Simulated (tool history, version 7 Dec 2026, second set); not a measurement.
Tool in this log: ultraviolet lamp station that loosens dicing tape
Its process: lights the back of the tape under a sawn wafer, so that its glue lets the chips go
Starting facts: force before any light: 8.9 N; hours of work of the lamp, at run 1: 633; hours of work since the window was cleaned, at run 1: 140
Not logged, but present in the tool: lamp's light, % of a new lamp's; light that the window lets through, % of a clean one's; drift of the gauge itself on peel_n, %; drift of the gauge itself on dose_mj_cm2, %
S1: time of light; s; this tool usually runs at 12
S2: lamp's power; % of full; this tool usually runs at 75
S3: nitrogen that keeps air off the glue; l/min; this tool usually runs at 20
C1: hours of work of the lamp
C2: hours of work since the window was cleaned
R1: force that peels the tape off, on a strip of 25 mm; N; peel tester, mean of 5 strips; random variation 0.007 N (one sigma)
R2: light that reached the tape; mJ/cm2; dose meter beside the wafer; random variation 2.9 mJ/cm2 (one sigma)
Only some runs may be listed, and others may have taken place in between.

run 1 hour=0.0 | S1=12 S2=75 S3=20 | C1=633 C2=140 | R1=0.331 R2=370
run 2 hour=30.9 | S1=12 S2=75 S3=20 | C1=648 C2=156 | R1=0.316 R2=359
run 3 hour=61.0 | S1=12 S2=75 S3=20 | C1=664 C2=171 | R1=0.331 R2=366
run 4 hour=75.3 | S1=12 S2=75 S3=20 | C1=671 C2=178 | R1=0.317 R2=361
run 5 hour=102.8 | S1=12 S2=75 S3=20 | C1=685 C2=192 | R1=0.324 R2=357
run 6 hour=133.4 | S1=12 S2=75 S3=20 | C1=700 C2=207 | R1=0.322 R2=361
run 7 hour=160.0 | S1=12 S2=75 S3=20 | C1=713 C2=220 | R1=0.354 R2=356
run 8 hour=192.0 | S1=12 S2=75 S3=20 | C1=729 C2=237 | R1=0.343 R2=354
run 9 hour=217.3 | S1=12 S2=75 S3=26 | C1=742 C2=249 | R1=0.310 R2=353
run 10 hour=246.4 | S1=11 S2=75 S3=26 | C1=757 C2=264 | R1=0.373 R2=315
run 11 hour=267.5 | S1=12 S2=75 S3=15 | C1=767 C2=275 | R1=0.440 R2=347
run 12 hour=299.9 | S1=12 S2=75 S3=9 | C1=784 C2=291 | R1=0.600 R2=344
run 13 hour=332.8 | S1=12 S2=75 S3=9 | C1=800 C2=307 | R1=0.580 R2=345
run 14 hour=359.1 | S1=12 S2=75 S3=9 | C1=813 C2=321 | R1=0.603 R2=345
-- hour=361.9 window cleaned of glue's vapour
run 15 hour=373.3 | S1=12 S2=75 S3=9 | C1=820 C2=6 | R1=0.666 R2=324
run 16 hour=387.8 | S1=12 S2=75 S3=9 | C1=828 C2=13 | R1=0.685 R2=328
run 17 hour=404.3 | S1=12 S2=75 S3=9 | C1=836 C2=21 | R1=0.693 R2=326
run 18 hour=433.9 | S1=12 S2=75 S3=9 | C1=851 C2=36 | R1=0.685 R2=321
run 19 hour=449.1 | S1=21 S2=67 S3=9 | C1=859 C2=44 | R1=0.255 R2=502
run 20 hour=466.2 | S1=21 S2=67 S3=9 | C1=867 C2=52 | R1=0.272 R2=502
run 21 hour=488.8 | S1=7 S2=94 S3=10 | C1=878 C2=64 | R1=1.269 R2=235
-- hour=515.0 window cleaned of glue's vapour, once more
run 22 hour=522.7 | S1=7 S2=94 S3=10 | C1=895 C2=4 | R1=0.933 R2=265
run 23 hour=541.9 | S1=7 S2=75 S3=20 | C1=905 C2=14 | R1=1.055 R2=208
run 24 hour=574.7 | S1=11 S2=87 S3=13 | C1=921 C2=30 | R1=0.366 R2=386
run 25 hour=588.6 | S1=11 S2=76 S3=13 | C1=928 C2=37 | R1=0.508 R2=336
run 26 hour=611.2 | S1=11 S2=76 S3=13 | C1=940 C2=48 | R1=0.495 R2=334
run 27 hour=636.0 | S1=22 S2=90 S3=7 | C1=952 C2=61 | R1=0.157 R2=783
run 28 hour=653.5 | S1=10 S2=73 S3=7 | C1=961 C2=70 | R1=1.002 R2=292
run 29 hour=677.4 | S1=10 S2=73 S3=7 | C1=973 C2=82 | R1=1.061 R2=288
run 30 hour=702.1 | S1=10 S2=73 S3=7 | C1=986 C2=94 | R1=1.018 R2=289
run 31 hour=715.6 | S1=8 S2=68 S3=20 | C1=992 C2=101 | R1=1.047 R2=215
run 32 hour=736.8 | S1=8 S2=68 S3=20 | C1=1003 C2=112 | R1=1.067 R2=213
run 33 hour=755.6 | S1=17 S2=75 S3=20 | C1=1012 C2=121 | R1=0.200 R2=493
run 34 hour=786.0 | S1=17 S2=75 S3=20 | C1=1028 C2=136 | R1=0.199 R2=486
run 35 hour=815.9 | S1=11 S2=75 S3=20 | C1=1043 C2=151 | R1=0.429 R2=314
run 36 hour=837.8 | S1=12 S2=66 S3=15 | C1=1054 C2=162 | R1=0.585 R2=297

Alternative continuations, all from the tool just after run 36; predict every row:
run A hour=862.9 | S1=12 S2=70 S3=15 | C1=1066 C2=175 | R1=? R2=?
run B hour=862.9 | S1=8 S2=78 S3=15 | C1=1066 C2=175 | R1=? R2=?
run C hour=862.9 | S1=6 S2=84 S3=20 | C1=1066 C2=175 | R1=? R2=?
run D hour=862.9 | S1=14 S2=66 S3=10 | C1=1066 C2=175 | R1=? R2=?

run=A R1=0.531 R2=316
run=B R1=0.983 R2=237
run=C R1=1.275 R2=190
run=D R1=0.526 R2=348
Had the tool no hidden state, the same runs would have come out as:
run=A R1=0.340 R2=390
run=B R1=0.631 R2=292
run=C R1=0.848 R2=234
run=D R1=0.332 R2=431

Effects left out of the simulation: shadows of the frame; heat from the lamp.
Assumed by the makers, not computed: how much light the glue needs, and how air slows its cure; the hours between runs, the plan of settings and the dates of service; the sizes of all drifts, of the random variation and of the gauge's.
